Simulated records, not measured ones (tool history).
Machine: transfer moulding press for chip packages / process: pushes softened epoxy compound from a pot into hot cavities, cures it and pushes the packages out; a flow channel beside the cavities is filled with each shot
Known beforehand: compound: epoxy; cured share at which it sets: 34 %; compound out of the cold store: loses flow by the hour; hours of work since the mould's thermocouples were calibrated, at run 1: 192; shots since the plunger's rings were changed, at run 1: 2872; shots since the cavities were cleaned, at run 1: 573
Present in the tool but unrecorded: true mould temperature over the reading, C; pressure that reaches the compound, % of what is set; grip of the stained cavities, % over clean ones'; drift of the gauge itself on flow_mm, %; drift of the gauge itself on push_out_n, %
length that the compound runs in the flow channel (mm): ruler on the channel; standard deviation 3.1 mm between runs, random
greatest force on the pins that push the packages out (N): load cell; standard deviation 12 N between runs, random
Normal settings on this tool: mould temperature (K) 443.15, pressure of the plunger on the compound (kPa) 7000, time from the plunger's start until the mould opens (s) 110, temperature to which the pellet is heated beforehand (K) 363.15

| run | hour | mould temperature (K) | pressure of the plunger on the compound (kPa) | time from the plunger's start until the mould opens (s) | temperature to which the pellet is heated beforehand (K) | hours of work since the mould's thermocouples were calibrated | shots since the plunger's rings were changed | shots since the cavities were cleaned | incoming compound's hours out of the cold store | length that the compound runs in the flow channel (mm) | greatest force on the pins that push the packages out (N) |
|---|---|---|---|---|---|---|---|---|---|---|---|
| 1 | 0.0 | 443.15 | 7000 | 110 | 363.15 | 192 | 2872 | 573 | 21.1 | 870 | 723 |
|  | 21.3 | plunger's sealing rings changed |
|  | 35.1 | cavities cleaned with cleaning compound and waxed |
| 2 | 60.5 | 443.15 | 6820 | 110 | 363.15 | 231 | 415 | 280 | 19.2 | 901 | 810 |
| 3 | 117.1 | 443.15 | 7610 | 110 | 363.15 | 269 | 1037 | 902 | 26.8 | 898 | 805 |
|  | 122.3 | cavities cleaned with cleaning compound and waxed |
| 4 | 176.5 | 443.15 | 7610 | 110 | 363.15 | 309 | 1674 | 596 | 40.2 | 821 | 663 |
|  | 207.6 | cavities cleaned with cleaning compound and waxed |
| 5 | 226.7 | 443.15 | 7610 | 110 | 363.15 | 342 | 2209 | 210 | 13.3 | 959 | 629 |
| 6 | 268.0 | 443.15 | 7610 | 110 | 363.15 | 370 | 2664 | 665 | 42.5 | 793 | 712 |
|  | 292.1 | cavities cleaned with cleaning compound and waxed |
|  | 311.9 | plunger's sealing rings changed |
| 7 | 311.9 | 443.15 | 7610 | 110 | 363.15 | 397 | 0 | 190 | 43.4 | 819 | 600 |
|  | 360.6 | cavities cleaned with cleaning compound and waxed, once more |
| 8 | 363.9 | 443.15 | 7610 | 110 | 363.15 | 432 | 557 | 37 | 39.1 | 840 | 569 |
| 9 | 402.1 | 443.15 | 8150 | 110 | 363.15 | 458 | 977 | 457 | 43.9 | 839 | 664 |
|  | 445.4 | cavities cleaned with cleaning compound and waxed |
| 10 | 458.3 | 443.15 | 8150 | 135 | 363.15 | 495 | 1578 | 142 | 29.8 | 903 | 504 |
| 11 | 486.0 | 443.15 | 8150 | 135 | 363.15 | 514 | 1883 | 447 | 35.7 | 869 | 554 |
|  | 530.9 | cavities cleaned with cleaning compound and waxed |
| 12 | 547.3 | 443.15 | 8150 | 135 | 363.15 | 555 | 2541 | 180 | 28.4 | 903 | 511 |
|  | 594.5 | mould's thermocouples calibrated |
| 13 | 597.3 | 443.15 | 7960 | 135 | 363.15 | 2 | 3069 | 708 | 22.1 | 913 | 606 |
|  | 602.9 | plunger's sealing rings changed |
|  | 621.3 | cavities cleaned with cleaning compound and waxed |
| 14 | 663.4 | 443.15 | 7960 | 135 | 363.15 | 44 | 648 | 462 | 28.0 | 919 | 576 |
|  | 707.4 | cavities cleaned with cleaning compound and waxed |
| 15 | 719.4 | 440.15 | 7960 | 136 | 357.15 | 81 | 1248 | 132 | 26.9 | 930 | 519 |
| 16 | 754.1 | 438.15 | 5570 | 108 | 366.15 | 105 | 1630 | 514 | 26.8 | 783 | 935 |
|  | 792.0 | cavities cleaned with cleaning compound and waxed |
| 17 | 796.2 | 446.15 | 7870 | 108 | 361.15 | 133 | 2077 | 47 | 26.0 | 888 | 522 |

The next listed run, before its measurement:
| 18 | 842.3 | 443.15 | 5380 | 116 | 363.15 | 164 | 2584 | 554 | 14.1 | ? | ? |

length that the compound runs in the flow channel (mm): 792
greatest force on the pins that push the packages out (N): 658
If the tool had no hidden condition, the same run with the same run-to-run variation would have returned length that the compound runs in the flow channel (mm) 820, greatest force on the pins that push the packages out (N) 510.
